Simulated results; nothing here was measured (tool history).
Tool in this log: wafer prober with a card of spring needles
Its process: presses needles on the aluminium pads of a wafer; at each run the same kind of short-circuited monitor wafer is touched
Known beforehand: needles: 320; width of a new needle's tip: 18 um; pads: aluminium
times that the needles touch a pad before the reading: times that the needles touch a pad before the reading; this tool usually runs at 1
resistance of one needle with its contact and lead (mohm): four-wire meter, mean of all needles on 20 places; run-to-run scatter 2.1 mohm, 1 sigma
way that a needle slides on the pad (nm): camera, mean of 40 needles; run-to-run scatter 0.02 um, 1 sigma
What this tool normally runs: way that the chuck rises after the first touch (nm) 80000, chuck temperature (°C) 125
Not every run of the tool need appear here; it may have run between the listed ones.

run,hour,way that the chuck rises after the first touch (nm),chuck temperature (°C),times that the needles touch a pad before the reading,resistance of one needle with its contact and lead (mohm),way that a needle slides on the pad (nm)
1,0,80000,125,1,239,18680
# hour 22.7: tips cleaned on abrasive film
2,34.7,80000,125,1,376,18660
# hour 43.9: tips cleaned on abrasive film
# hour 65.2: tips cleaned on abrasive film
3,75.8,80000,38,1,283,18630
# hour 85.3: tips cleaned on abrasive film
# hour 107.5: tips cleaned on abrasive film
# hour 130.7: tips cleaned on abrasive film
4,131.9,80000,38,1,227,18550
# hour 151.4: tips cleaned on abrasive film
# hour 175.3: tips cleaned on abrasive film
5,182.2,80000,38,1,270,18520
# hour 198.4: tips cleaned on abrasive film
6,215.3,80000,125,1,319,18540
# hour 218.6: tips cleaned on abrasive film
# hour 240.1: tips cleaned on abrasive film
# hour 261.7: tips cleaned on abrasive film
# hour 271: tips cleaned on abrasive film, once more
7,272.6,95000,125,1,241,21940
# hour 293.6: tips cleaned on abrasive film
# hour 307.5: height of the first contact set anew
# hour 316.9: tips cleaned on abrasive film
8,318.3,95000,125,1,246,22260
# hour 337.4: tips cleaned on abrasive film
# hour 358.3: tips cleaned on abrasive film
9,374.8,95000,125,1,297,22170
# hour 378.9: tips cleaned on abrasive film
# hour 399.9: tips cleaned on abrasive film
10,405.1,80000,58,1,264,18650
# hour 421.7: tips cleaned on abrasive film
11,431.3,80000,98,1,296,18630
# hour 442.3: tips cleaned on abrasive film
12,459.4,80000,26,1,312,18620
# hour 464.4: tips cleaned on abrasive film
# hour 488.8: tips cleaned on abrasive film
13,496.1,77000,125,1,290,17850
# hour 512.9: tips cleaned on abrasive film
# hour 536.2: tips cleaned on abrasive film
14,552.7,73000,125,1,335,16880
# hour 557.5: tips cleaned on abrasive film
# hour 577.3: tips cleaned on abrasive film
# hour 598.9: tips cleaned on abrasive film
15,614.3,80000,118,1,321,18490
# hour 619.3: tips cleaned on abrasive film
# hour 639: tips cleaned on abrasive film
# hour 650.6: height of the first contact set anew
# hour 659.8: tips cleaned on abrasive film
16,662,80000,118,1,257,18710
# hour 680.2: tips cleaned on abrasive film
# hour 700.6: tips cleaned on abrasive film
# hour 724.1: tips cleaned on abrasive film
17,724.2,80000,118,1,241,18650
# hour 748.2: tips cleaned on abrasive film
# hour 771.9: tips cleaned on abrasive film
18,783.4,64000,118,1,351,14870
# hour 792: tips cleaned on abrasive film
# hour 814: tips cleaned on abrasive film
# hour 836.7: tips cleaned on abrasive film
19,837.5,98000,125,1,237,22750
# hour 857.1: tips cleaned on abrasive film
# hour 878.1: tips cleaned on abrasive film
20,890.9,65000,98,1,365,14970
# hour 898.7: tips cleaned on abrasive film
# hour 922.1: tips cleaned on abrasive film
# hour 944.6: tips cleaned on abrasive film
21,951.4,65000,98,1,317,14940
# hour 964.4: tips cleaned on abrasive film
# hour 985.7: tips cleaned on abrasive film
# hour 993.5: height of the first contact set anew
# hour 1006.1: tips cleaned on abrasive film
22,1010.9,65000,40,1,278,15200
# hour 1027: tips cleaned on abrasive film
# hour 1048.5: tips cleaned on abrasive film
23,1048.7,84000,35,1,224,19560

Forecast run 24:
# hour 1069.5: tips cleaned on abrasive film
24,1075.9,71000,41,1,?,?

{"run 24": {"resistance of one needle with its contact and lead (mohm)": 280, "way that a needle slides on the pad (nm)": 16530}}
If the tool had no hidden condition, the same run with the same run-to-run variation would have returned resistance of one needle with its contact and lead (mohm) 210, way that a needle slides on the pad (nm) 16620.

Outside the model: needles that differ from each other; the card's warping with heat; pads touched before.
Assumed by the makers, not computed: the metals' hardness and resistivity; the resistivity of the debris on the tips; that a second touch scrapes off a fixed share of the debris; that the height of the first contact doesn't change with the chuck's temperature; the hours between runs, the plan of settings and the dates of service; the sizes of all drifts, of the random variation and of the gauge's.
